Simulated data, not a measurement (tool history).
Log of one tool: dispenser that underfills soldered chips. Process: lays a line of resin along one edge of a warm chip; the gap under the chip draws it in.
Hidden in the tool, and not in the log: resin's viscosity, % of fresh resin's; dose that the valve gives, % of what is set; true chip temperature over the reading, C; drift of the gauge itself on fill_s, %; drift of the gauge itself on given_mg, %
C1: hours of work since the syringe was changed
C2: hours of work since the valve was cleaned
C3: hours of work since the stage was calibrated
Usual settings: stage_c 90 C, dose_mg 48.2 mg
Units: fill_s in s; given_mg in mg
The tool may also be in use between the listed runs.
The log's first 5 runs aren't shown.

Run 6, hour 36.8: usual settings but dose_mg 58.9 mg; C1 5; C2 38; C3 158. Result: fill_s 162.6 s, given_mg 56.71 mg.
At hour 39.1: new syringe of resin.
Run 7, hour 42.0: usual settings but stage_c 93 C, dose_mg 58.9 mg; C1 2; C2 41; C3 162. Result: fill_s 115.6 s, given_mg 57.35 mg.
Run 8, hour 47.3: usual settings but stage_c 93 C, dose_mg 58.9 mg; C1 6; C2 45; C3 166. Result: fill_s 159.3 s, given_mg 57.22 mg.
At hour 48.0: new syringe of resin.
Run 9, hour 56.5: usual settings but stage_c 93 C, dose_mg 58.9 mg; C1 7; C2 52; C3 172. Result: fill_s 161.9 s, given_mg 56.63 mg.
At hour 57.4: new syringe of resin.
Run 10, hour 60.9: usual settings; C1 3; C2 55; C3 176. Result: fill_s 139.3 s, given_mg 46.22 mg.
At hour 66.5: new syringe of resin.
Run 11, hour 71.4: usual settings; C1 4; C2 63; C3 184. Result: fill_s 151.1 s, given_mg 46.26 mg.
At hour 75.6: new syringe of resin.
Run 12, hour 79.9: usual settings; C1 3; C2 70; C3 190. Result: fill_s 145.2 s, given_mg 45.90 mg.
At hour 84.7: new syringe of resin.
Run 13, hour 89.4: usual settings; C1 4; C2 77; C3 197. Result: fill_s 149.3 s, given_mg 45.61 mg.
At hour 94.4: new syringe of resin.
Run 14, hour 98.3: usual settings; C1 3; C2 83; C3 204. Result: fill_s 142.0 s, given_mg 45.41 mg.
At hour 103.4: new syringe of resin.
Run 15, hour 103.4: usual settings; C1 0; C2 87; C3 207. Result: fill_s 111.0 s, given_mg 45.52 mg.
At hour 112.3: new syringe of resin.
Run 16, hour 113.5: usual settings but dose_mg 44.6 mg; C1 1; C2 95; C3 215. Result: fill_s 123.9 s, given_mg 42.25 mg.
Run 17, hour 118.2: usual settings but dose_mg 44.6 mg; C1 5; C2 98; C3 218. Result: fill_s 162.2 s, given_mg 41.89 mg.
At hour 121.9: new syringe of resin.
Run 18, hour 127.6: usual settings but stage_c 79 C, dose_mg 48.4 mg; C1 4; C2 105; C3 225. Result: fill_s 236.7 s, given_mg 45.13 mg.
At hour 130.9: new syringe of resin.
Run 19, hour 134.0: usual settings but stage_c 79 C, dose_mg 48.4 mg; C1 2; C2 110; C3 230. Result: fill_s 200.4 s, given_mg 45.25 mg.
At hour 140.1: new syringe of resin.
Run 20, hour 140.2: usual settings but stage_c 79 C, dose_mg 48.4 mg; C1 0; C2 114; C3 235. Result: fill_s 165.6 s, given_mg 44.76 mg.
At hour 149.4: new syringe of resin.
Run 21, hour 150.0: usual settings but dose_mg 59.5 mg; C1 0; C2 122; C3 242. Result: fill_s 112.7 s, given_mg 54.88 mg.
At hour 158.9: new syringe of resin.
Run 22, hour 159.6: usual settings but dose_mg 41.9 mg; C1 1; C2 129; C3 249. Result: fill_s 121.6 s, given_mg 38.60 mg.
Run 23, hour 164.6: usual settings but dose_mg 41.9 mg; C1 4; C2 133; C3 253. Result: fill_s 165.1 s, given_mg 38.32 mg.
At hour 168.0: new syringe of resin.
Run 24, hour 171.3: usual settings but stage_c 89 C, dose_mg 45.3 mg; C1 3; C2 138; C3 258. Result: fill_s 145.2 s, given_mg 41.26 mg.
At hour 176.9: new syringe of resin.
At hour 178.8: dispensing valve cleaned and set on the balance.
Run 25, hour 181.2: usual settings but stage_c 76 C, dose_mg 48.6 mg; C1 3; C2 2; C3 265. Result: fill_s 219.9 s, given_mg 48.51 mg.
Run 26, hour 185.7: usual settings but stage_c 103 C, dose_mg 46.4 mg; C1 6; C2 5; C3 268. Result: fill_s 115.6 s, given_mg 46.18 mg.

Forecast run 27:
At hour 186.9: new syringe of resin.
At hour 195.9: new syringe of resin.
Run 27, hour 196.0: usual settings but stage_c 103 C; C1 0; C2 13; C3 276. Result: fill_s ?, given_mg ?.

fill_s: 70.0 s
given_mg: 48.35 mg
Without the tool's hidden state the same run would have given fill_s 70.8 s, given_mg 48.86 mg.

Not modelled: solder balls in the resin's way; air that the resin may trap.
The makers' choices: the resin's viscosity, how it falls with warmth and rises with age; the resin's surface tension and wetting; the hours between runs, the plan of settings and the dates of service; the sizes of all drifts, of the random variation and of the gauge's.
